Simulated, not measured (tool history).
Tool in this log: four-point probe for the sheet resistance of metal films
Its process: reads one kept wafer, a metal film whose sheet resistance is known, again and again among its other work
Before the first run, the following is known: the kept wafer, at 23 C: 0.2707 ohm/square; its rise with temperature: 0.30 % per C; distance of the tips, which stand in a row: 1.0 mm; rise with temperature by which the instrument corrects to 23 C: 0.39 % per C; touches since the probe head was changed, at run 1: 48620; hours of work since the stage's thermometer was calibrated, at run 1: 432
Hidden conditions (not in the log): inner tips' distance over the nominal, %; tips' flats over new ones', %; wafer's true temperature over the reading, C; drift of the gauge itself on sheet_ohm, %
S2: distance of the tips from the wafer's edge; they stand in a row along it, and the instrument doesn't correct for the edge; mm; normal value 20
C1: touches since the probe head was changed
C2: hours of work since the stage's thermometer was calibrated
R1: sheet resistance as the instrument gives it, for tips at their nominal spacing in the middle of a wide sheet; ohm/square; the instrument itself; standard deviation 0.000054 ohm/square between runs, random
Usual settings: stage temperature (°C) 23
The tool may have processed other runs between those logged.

run 1 hour=0 | stage_temperature_(°C)=23 S2=20 | C1=48620 C2=432 | R1=0.271215
run 2 hour=17.6 | stage_temperature_(°C)=23 S2=20 | C1=49344 C2=442 | R1=0.271103
run 3 hour=55.2 | stage_temperature_(°C)=23 S2=20 | C1=50888 C2=464 | R1=0.271073
run 4 hour=87.7 | stage_temperature_(°C)=23 S2=20 | C1=52222 C2=482 | R1=0.271099
run 5 hour=107.4 | stage_temperature_(°C)=23 S2=3 | C1=53034 C2=493 | R1=0.285954
run 6 hour=146.4 | stage_temperature_(°C)=27 S2=20 | C1=54634 C2=515 | R1=0.270089
run 7 hour=166.7 | stage_temperature_(°C)=27 S2=46 | C1=55471 C2=527 | R1=0.269919
run 8 hour=189.9 | stage_temperature_(°C)=23 S2=17 | C1=56424 C2=540 | R1=0.271262
run 9 hour=208.8 | stage_temperature_(°C)=23 S2=4 | C1=57198 C2=551 | R1=0.279515
run 10 hour=237.1 | stage_temperature_(°C)=23 S2=4 | C1=58362 C2=567 | R1=0.279452
run 11 hour=256.5 | stage_temperature_(°C)=23 S2=4 | C1=59162 C2=578 | R1=0.279579
run 12 hour=289.8 | stage_temperature_(°C)=23 S2=4 | C1=60531 C2=596 | R1=0.279567
run 13 hour=315.1 | stage_temperature_(°C)=32 S2=20 | C1=61569 C2=611 | R1=0.269098
run 14 hour=336 | stage_temperature_(°C)=23 S2=13 | C1=62427 C2=623 | R1=0.271717
run 15 hour=373.3 | stage_temperature_(°C)=29 S2=13 | C1=63960 C2=644 | R1=0.27019
run 16 hour=400 | stage_temperature_(°C)=25 S2=13 | C1=65057 C2=659 | R1=0.271089
run 17 hour=415.8 | stage_temperature_(°C)=25 S2=13 | C1=65708 C2=668 | R1=0.271104
run 18 hour=439.2 | stage_temperature_(°C)=25 S2=13 | C1=66670 C2=681 | R1=0.271118
run 19 hour=474.1 | stage_temperature_(°C)=23 S2=6 | C1=68101 C2=701 | R1=0.27481
run 20 hour=495.9 | stage_temperature_(°C)=31 S2=4 | C1=68998 C2=713 | R1=0.277719
run 21 hour=518.7 | stage_temperature_(°C)=25 S2=8 | C1=69933 C2=726 | R1=0.272479
run 22 hour=536.3 | stage_temperature_(°C)=25 S2=8 | C1=70658 C2=736 | R1=0.272573
run 23 hour=570 | stage_temperature_(°C)=28 S2=42 | C1=72044 C2=755 | R1=0.269785
run 24 hour=588.7 | stage_temperature_(°C)=23 S2=62 | C1=72810 C2=765 | R1=0.270755
run 25 hour=615.2 | stage_temperature_(°C)=23 S2=62 | C1=73901 C2=781 | R1=0.270718
run 26 hour=652.5 | stage_temperature_(°C)=26 S2=62 | C1=75433 C2=802 | R1=0.270118
run 27 hour=682.3 | stage_temperature_(°C)=26 S2=62 | C1=76657 C2=818 | R1=0.270036
run 28 hour=711.3 | stage_temperature_(°C)=26 S2=62 | C1=77852 C2=835 | R1=0.270066
run 29 hour=728.5 | stage_temperature_(°C)=20 S2=62 | C1=78555 C2=845 | R1=0.271367
run 30 hour=759 | stage_temperature_(°C)=20 S2=6 | C1=79810 C2=862 | R1=0.275524
run 31 hour=779 | stage_temperature_(°C)=20 S2=6 | C1=80633 C2=873 | R1=0.275526
run 32 hour=797 | stage_temperature_(°C)=25 S2=7 | C1=81372 C2=883 | R1=0.273236
run 33 hour=823.5 | stage_temperature_(°C)=25 S2=7 | C1=82459 C2=898 | R1=0.273233
run 34 hour=861.9 | stage_temperature_(°C)=22 S2=9 | C1=84038 C2=920 | R1=0.272783

Predict each of these 4 candidate next runs independently; none follows another, all start after run 34:
run A hour=889 | stage_temperature_(°C)=23 S2=8 | C1=85152 C2=935 | R1=?
run B hour=889 | stage_temperature_(°C)=18 S2=4 | C1=85152 C2=935 | R1=?
run C hour=889 | stage_temperature_(°C)=30 S2=5 | C1=85152 C2=935 | R1=?
run D hour=889 | stage_temperature_(°C)=24 S2=66 | C1=85152 C2=935 | R1=?

run=A R1=0.273008
run=B R1=0.280765
run=C R1=0.274836
run=D R1=0.270539
Without the tool's hidden state the same runs would have given:
run=A R1=0.272955
run=B R1=0.280711
run=C R1=0.274783
run=D R1=0.270486
